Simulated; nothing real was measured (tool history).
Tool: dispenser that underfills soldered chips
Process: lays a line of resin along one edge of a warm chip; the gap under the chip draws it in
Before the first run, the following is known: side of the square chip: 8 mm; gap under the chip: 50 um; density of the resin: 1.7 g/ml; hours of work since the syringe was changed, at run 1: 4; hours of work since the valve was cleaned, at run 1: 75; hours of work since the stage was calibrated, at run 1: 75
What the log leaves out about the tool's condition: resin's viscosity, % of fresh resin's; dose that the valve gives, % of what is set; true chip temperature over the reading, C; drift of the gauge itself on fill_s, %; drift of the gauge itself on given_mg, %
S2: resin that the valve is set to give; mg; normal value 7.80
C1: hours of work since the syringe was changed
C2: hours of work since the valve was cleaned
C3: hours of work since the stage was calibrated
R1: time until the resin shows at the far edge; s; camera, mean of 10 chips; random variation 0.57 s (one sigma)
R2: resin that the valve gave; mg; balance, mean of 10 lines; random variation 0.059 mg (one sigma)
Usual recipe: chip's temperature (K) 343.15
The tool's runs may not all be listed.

Run 1, hour 0.0: usual settings; C1 4; C2 75; C3 75. Result: R1 64.1 s, R2 7.33 mg.
At hour 7.2: new syringe of resin.
Run 2, hour 7.9: usual settings but S2 7.94 mg; C1 0; C2 81; C3 81. Result: R1 49.6 s, R2 7.31 mg.
At hour 11.3: dispensing valve cleaned and set on the balance.
Run 3, hour 18.6: usual settings but S2 7.94 mg; C1 7; C2 5; C3 87. Result: R1 82.9 s, R2 7.94 mg.
At hour 21.3: new syringe of resin.
Run 4, hour 24.9: usual settings but S2 7.94 mg; C1 3; C2 9; C3 92. Result: R1 58.5 s, R2 7.95 mg.
Run 5, hour 33.3: usual settings but S2 7.94 mg; C1 9; C2 15; C3 98. Result: R1 93.7 s, R2 7.78 mg.
At hour 34.5: new syringe of resin.
Run 6, hour 39.4: usual settings but chip's temperature (K) 358.15; C1 3; C2 19; C3 102. Result: R1 33.4 s, R2 7.77 mg.
At hour 47.4: new syringe of resin.
Run 7, hour 47.7: usual settings but chip's temperature (K) 358.15; C1 0; C2 25; C3 108. Result: R1 25.7 s, R2 7.69 mg.
Run 8, hour 53.6: usual settings but chip's temperature (K) 347.15; C1 4; C2 29; C3 112. Result: R1 55.5 s, R2 7.60 mg.
Run 9, hour 58.2: usual settings; C1 8; C2 33; C3 115. Result: R1 87.8 s, R2 7.67 mg.
At hour 60.4: new syringe of resin.
Run 10, hour 67.2: usual settings; C1 5; C2 39; C3 121. Result: R1 70.5 s, R2 7.59 mg.
At hour 73.5: new syringe of resin.
Run 11, hour 76.6: usual settings; C1 2; C2 45; C3 128. Result: R1 57.2 s, R2 7.50 mg.
Run 12, hour 84.7: usual settings; C1 8; C2 51; C3 133. Result: R1 90.4 s, R2 7.58 mg.
At hour 86.4: new syringe of resin.
Run 13, hour 91.7: usual settings but chip's temperature (K) 329.15; C1 4; C2 56; C3 138. Result: R1 123.1 s, R2 7.58 mg.
At hour 99.2: new syringe of resin.
Run 14, hour 100.0: usual settings but chip's temperature (K) 329.15; C1 1; C2 61; C3 144. Result: R1 98.2 s, R2 7.41 mg.
Run 15, hour 106.3: usual settings but chip's temperature (K) 329.15; C1 5; C2 66; C3 148. Result: R1 136.7 s, R2 7.43 mg.
At hour 112.2: new syringe of resin.
Run 16, hour 114.1: usual settings but chip's temperature (K) 329.15; C1 1; C2 71; C3 154. Result: R1 99.8 s, R2 7.39 mg.
Run 17, hour 122.0: usual settings but chip's temperature (K) 329.15; C1 7; C2 77; C3 159. Result: R1 154.8 s, R2 7.31 mg.
At hour 125.7: new syringe of resin.
Run 18, hour 128.6: usual settings but chip's temperature (K) 350.15, S2 6.98 mg; C1 2; C2 81; C3 164. Result: R1 43.3 s, R2 6.51 mg.
At hour 130.9: dispensing valve cleaned and set on the balance.
Run 19, hour 134.1: usual settings but chip's temperature (K) 350.15; C1 5; C2 2; C3 167. Result: R1 51.9 s, R2 7.66 mg.
At hour 139.5: new syringe of resin.
Run 20, hour 140.0: usual settings but chip's temperature (K) 350.15; C1 0; C2 6; C3 171. Result: R1 35.7 s, R2 7.78 mg.
Run 21, hour 149.1: usual settings but chip's temperature (K) 340.15, S2 9.48 mg; C1 7; C2 13; C3 177. Result: R1 87.3 s, R2 9.39 mg.
At hour 152.4: new syringe of resin.
Run 22, hour 154.2: usual settings but chip's temperature (K) 342.15, S2 9.00 mg; C1 1; C2 16; C3 181. Result: R1 53.4 s, R2 8.89 mg.
Run 23, hour 163.4: usual settings but chip's temperature (K) 336.15, S2 7.40 mg; C1 8; C2 23; C3 187. Result: R1 120.9 s, R2 7.22 mg.
At hour 165.6: new syringe of resin.
Run 24, hour 171.5: usual settings but chip's temperature (K) 340.15, S2 7.10 mg; C1 4; C2 28; C3 193. Result: R1 77.5 s, R2 6.92 mg.
Run 25, hour 176.3: usual settings but chip's temperature (K) 344.15, S2 7.79 mg; C1 8; C2 32; C3 196. Result: R1 81.3 s, R2 7.54 mg.
At hour 178.6: new syringe of resin.
Run 26, hour 181.2: usual settings but chip's temperature (K) 344.15, S2 7.79 mg; C1 2; C2 35; C3 199. Result: R1 52.0 s, R2 7.66 mg.
Run 27, hour 190.3: usual settings but chip's temperature (K) 333.15, S2 8.23 mg; C1 8; C2 41; C3 206. Result: R1 141.1 s, R2 8.01 mg.
At hour 191.3: new syringe of resin.
Run 28, hour 198.0: usual settings but chip's temperature (K) 332.15, S2 7.88 mg; C1 5; C2 46; C3 211. Result: R1 115.0 s, R2 7.56 mg.
At hour 204.0: new syringe of resin.
Run 29, hour 204.0: usual settings but chip's temperature (K) 342.15, S2 8.10 mg; C1 0; C2 51; C3 215. Result: R1 49.2 s, R2 7.81 mg.
Run 30, hour 211.8: usual settings but chip's temperature (K) 342.15, S2 8.10 mg; C1 6; C2 56; C3 221. Result: R1 75.4 s, R2 7.69 mg.
At hour 217.0: new syringe of resin.
Run 31, hour 222.0: usual settings but chip's temperature (K) 332.15, S2 6.79 mg; C1 4; C2 63; C3 228. Result: R1 109.4 s, R2 6.45 mg.
Run 32, hour 227.3: usual settings but chip's temperature (K) 339.15, S2 7.57 mg; C1 7; C2 67; C3 231. Result: R1 101.8 s, R2 7.23 mg.
At hour 229.8: new syringe of resin.
Run 33, hour 235.1: usual settings but chip's temperature (K) 348.15, S2 7.89 mg; C1 4; C2 72; C3 237. Result: R1 50.4 s, R2 7.55 mg.
Run 34, hour 240.0: usual settings but chip's temperature (K) 348.15, S2 7.89 mg; C1 7; C2 76; C3 240. Result: R1 66.2 s, R2 7.43 mg.

Forecast each of these 5 alternatives for the next run:
At hour 242.8: new syringe of resin.
At hour 250.1: dispensing valve cleaned and set on the balance.
Run A, hour 250.1: usual settings but chip's temperature (K) 339.15, S2 7.00 mg; C1 4; C2 0; C3 246. Result: R1 ?, R2 ?.
At hour 242.8: new syringe of resin.
At hour 250.1: dispensing valve cleaned and set on the balance.
Run B, hour 250.1: usual settings but chip's temperature (K) 331.15, S2 6.85 mg; C1 4; C2 0; C3 246. Result: R1 ?, R2 ?.
At hour 242.8: new syringe of resin.
At hour 250.1: dispensing valve cleaned and set on the balance.
Run C, hour 250.1: usual settings but chip's temperature (K) 336.15; C1 4; C2 0; C3 246. Result: R1 ?, R2 ?.
At hour 242.8: new syringe of resin.
At hour 250.1: dispensing valve cleaned and set on the balance.
Run D, hour 250.1: usual settings but chip's temperature (K) 337.15; C1 4; C2 0; C3 246. Result: R1 ?, R2 ?.
At hour 242.8: new syringe of resin.
At hour 250.1: dispensing valve cleaned and set on the balance.
Run E, hour 250.1: usual settings but chip's temperature (K) 330.15, S2 7.48 mg; C1 4; C2 0; C3 246. Result: R1 ?, R2 ?.

run     R1    R2
  A   79.4  6.93
  B  115.3  6.80
  C   89.8  7.84
  D   84.7  7.80
  E  121.2  7.39
With the hidden condition removed and each run's random variation left untouched, the same runs would have given:
run    R1    R2
  A  58.8  6.94
  B  85.4  6.81
  C  66.6  7.84
  D  62.8  7.80
  E  90.2  7.40
